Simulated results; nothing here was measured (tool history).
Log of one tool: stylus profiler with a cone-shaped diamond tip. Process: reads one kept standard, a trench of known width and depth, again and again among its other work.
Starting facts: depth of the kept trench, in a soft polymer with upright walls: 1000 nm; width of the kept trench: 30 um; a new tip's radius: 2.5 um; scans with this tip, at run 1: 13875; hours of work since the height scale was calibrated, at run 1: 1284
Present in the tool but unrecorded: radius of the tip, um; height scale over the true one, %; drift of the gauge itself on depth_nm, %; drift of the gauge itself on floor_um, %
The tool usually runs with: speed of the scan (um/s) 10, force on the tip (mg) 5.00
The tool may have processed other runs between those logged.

run   hour  speed of the scan (um/s)  force on the tip (mg)  scans with this tip  hours of work since the height scale was calibrated  depth of the trench (nm)  width of the trench's floor (nm)
  1    0.0                        10                   5.00                13875                                                 1284                   1023.67                             25910
  2   17.6                        10                   5.00                14003                                                 1296                   1023.63                             25960
  3   27.4                        10                   5.00                14074                                                 1303                   1023.41                             25940
  4   42.5                        10                   5.00                14183                                                 1313                   1023.56                             26010
  5   54.2                        10                   5.00                14267                                                 1321                   1023.73                             25950
  6   64.6                         9                   5.00                14343                                                 1328                   1023.21                             25960
  7   75.5                         9                   5.00                14422                                                 1335                   1023.99                             25970
  8   84.5                         9                   5.00                14487                                                 1341                   1023.60                             25890
  9  100.5                        10                   4.16                14603                                                 1352                   1020.77                             25970
 10  109.7                        10                   5.00                14670                                                 1358                   1023.65                             25960
 11  124.8                        10                   5.00                14779                                                 1368                   1023.67                             25960
 12  142.0                        10                  12.06                14904                                                 1379                   1042.20                             25950
 13  158.8                        10                  12.06                15025                                                 1391                   1043.05                             25940
 14  171.8                        10                  12.06                15120                                                 1400                   1042.54                             26010
 15  183.9                        10                  12.06                15207                                                 1408                   1042.25                             25950
 16  199.1                         6                   8.66                15318                                                 1418                   1033.82                             26010
 17  212.1                         6                   8.66                15412                                                 1427                   1034.27                             25970
 18  222.9                         6                   8.66                15490                                                 1434                   1034.14                             25950
 19  237.6                         2                   9.93                15597                                                 1444                   1037.55                             26000
 20  253.4                        32                   1.95                15711                                                 1454                   1012.88                             25840
 21  271.5                        32                   1.95                15842                                                 1466                   1012.96                             25790
 22  285.8                        32                   1.95                15946                                                 1476                   1012.73                             25830
 23  298.5                         5                   8.66                16038                                                 1484                   1033.71                             25860
 24  309.2                        26                  10.73                16116                                                 1492                   1039.17                             25990
 25  324.4                         7                  11.95                16226                                                 1502                   1042.00                             25970
     342.1  -- new tip fitted, height scale calibrated
 26  344.6                        11                   1.95                   19                                                    2                   1012.22                             25970
 27  360.1                        23                   3.17                  130                                                   12                   1017.04                             25930

Alternative continuations, all from the tool just after run 27; predict every row:
  A  371.2                        12                   8.75                  211                                                   20                         ?                                 ?
  B  371.2                        20                   2.98                  211                                                   20                         ?                                 ?
  C  371.2                        23                  10.37                  211                                                   20                         ?                                 ?

run  depth of the trench (nm)  width of the trench's floor (nm)
  A                   1033.89                             25940
  B                   1016.37                             25940
  C                   1038.18                             25940
Take away the tool's hidden state, keep each run's random variation, and the runs would have read:
run  depth of the trench (nm)  width of the trench's floor (nm)
  A                   1033.89                             25940
  B                   1016.37                             25940
  C                   1038.18                             25940
